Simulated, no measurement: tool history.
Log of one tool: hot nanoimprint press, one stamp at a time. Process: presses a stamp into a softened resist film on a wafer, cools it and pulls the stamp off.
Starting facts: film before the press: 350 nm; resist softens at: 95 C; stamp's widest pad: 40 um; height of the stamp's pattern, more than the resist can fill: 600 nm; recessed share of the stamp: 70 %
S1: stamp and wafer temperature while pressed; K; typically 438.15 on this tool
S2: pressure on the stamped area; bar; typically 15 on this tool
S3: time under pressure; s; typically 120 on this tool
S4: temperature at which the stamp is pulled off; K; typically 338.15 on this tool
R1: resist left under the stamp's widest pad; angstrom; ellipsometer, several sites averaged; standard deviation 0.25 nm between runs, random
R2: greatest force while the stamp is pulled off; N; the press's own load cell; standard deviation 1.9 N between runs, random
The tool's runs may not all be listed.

| run | hour | S1 | S2 | S3 | S4 | R1 | R2 |
|---|---|---|---|---|---|---|---|
| 1 | 0 | 438.15 | 15 | 120 | 338.15 | 1903 | 132 |
| 2 | 9.1 | 438.15 | 15 | 120 | 338.15 | 1903 | 133 |
| 3 | 19.7 | 438.15 | 22.2 | 120 | 338.15 | 1572 | 139 |
|  | 30.3 | stamp cleaned and given a new release coat |
| 4 | 35.5 | 438.15 | 22.2 | 120 | 338.15 | 1573 | 92 |
| 5 | 40.8 | 438.15 | 15 | 120 | 344.15 | 1912 | 77 |
| 6 | 48 | 438.15 | 21.3 | 120 | 338.15 | 1607 | 90 |
| 7 | 53.6 | 438.15 | 21.3 | 120 | 338.15 | 1605 | 93 |
| 8 | 58.3 | 438.15 | 21.3 | 120 | 338.15 | 1603 | 93 |
| 9 | 65.2 | 448.15 | 15 | 120 | 338.15 | 1286 | 96 |
| 10 | 73.5 | 448.15 | 19.4 | 120 | 338.15 | 1116 | 95 |
| 11 | 81.5 | 438.15 | 15 | 120 | 330.15 | 1900 | 112 |
|  | 85.1 | plate thermocouple calibrated |
| 12 | 91.5 | 438.15 | 15 | 120 | 330.15 | 1885 | 115 |
| 13 | 101.3 | 438.15 | 15 | 120 | 330.15 | 1888 | 115 |
| 14 | 109.2 | 438.15 | 15 | 141 | 338.15 | 1790 | 95 |
| 15 | 116 | 438.15 | 15 | 141 | 338.15 | 1791 | 98 |
| 16 | 121.6 | 438.15 | 14.5 | 120 | 333.15 | 1914 | 110 |
| 17 | 127.4 | 438.15 | 19.4 | 120 | 345.15 | 1666 | 82 |
|  | 134.5 | plate thermocouple calibrated, once more |
| 18 | 136.8 | 438.15 | 19.4 | 120 | 345.15 | 1726 | 89 |
| 19 | 146.4 | 438.15 | 15 | 120 | 344.15 | 1951 | 89 |
| 20 | 156.4 | 438.15 | 15 | 120 | 344.15 | 1948 | 89 |
| 21 | 162.3 | 438.15 | 15 | 120 | 344.15 | 1951 | 87 |
| 22 | 169.2 | 445.15 | 15 | 120 | 336.15 | 1481 | 114 |
| 23 | 178.2 | 428.15 | 15 | 106 | 338.15 | 2793 | 103 |
| 24 | 185.4 | 446.15 | 15 | 120 | 338.15 | 1421 | 110 |
| 25 | 194 | 446.15 | 15 | 120 | 338.15 | 1423 | 108 |
| 26 | 201.6 | 446.15 | 15 | 120 | 338.15 | 1422 | 109 |
| 27 | 209.5 | 446.15 | 15 | 120 | 338.15 | 1425 | 112 |
| 28 | 218.4 | 449.15 | 20.5 | 132 | 334.15 | 1031 | 120 |
| 29 | 228.7 | 449.15 | 20.5 | 132 | 334.15 | 1027 | 121 |

Selected run-to-run steps in R1, each split into two signed amounts: the part the tool would show with no hidden state at all (from settings, incoming material and random variation), and the remainder, which goes to the hidden state together with any gauge scatter not common to the measured and the hidden-state-free results:
The tool's hidden condition here consists of: true temperature over the reading, C; pressure that arrives at the usual setting, %; grip of the stamp's worn release coat, % over a new coat's; drift of the gauge itself on residual_nm, %; drift of the gauge itself on pull_off_n, %.
Run 10 -> 11: S1 448.15 -> 438.15, S2 19.4 -> 15, S4 338.15 -> 330.15. R1 +784 angstrom: hidden state -21, all else +805.
Run 17 -> 18: plate thermocouple calibrated, once more. R1 +60 angstrom: hidden state +60, all else +0.
Run 22 -> 23: S1 445.15 -> 428.15, S3 120 -> 106, S4 336.15 -> 338.15. R1 +1312 angstrom: hidden state -5, all else +1317.
Run 23 -> 24: S1 428.15 -> 446.15, S3 106 -> 120. R1 -1372 angstrom: hidden state +3, all else -1375.

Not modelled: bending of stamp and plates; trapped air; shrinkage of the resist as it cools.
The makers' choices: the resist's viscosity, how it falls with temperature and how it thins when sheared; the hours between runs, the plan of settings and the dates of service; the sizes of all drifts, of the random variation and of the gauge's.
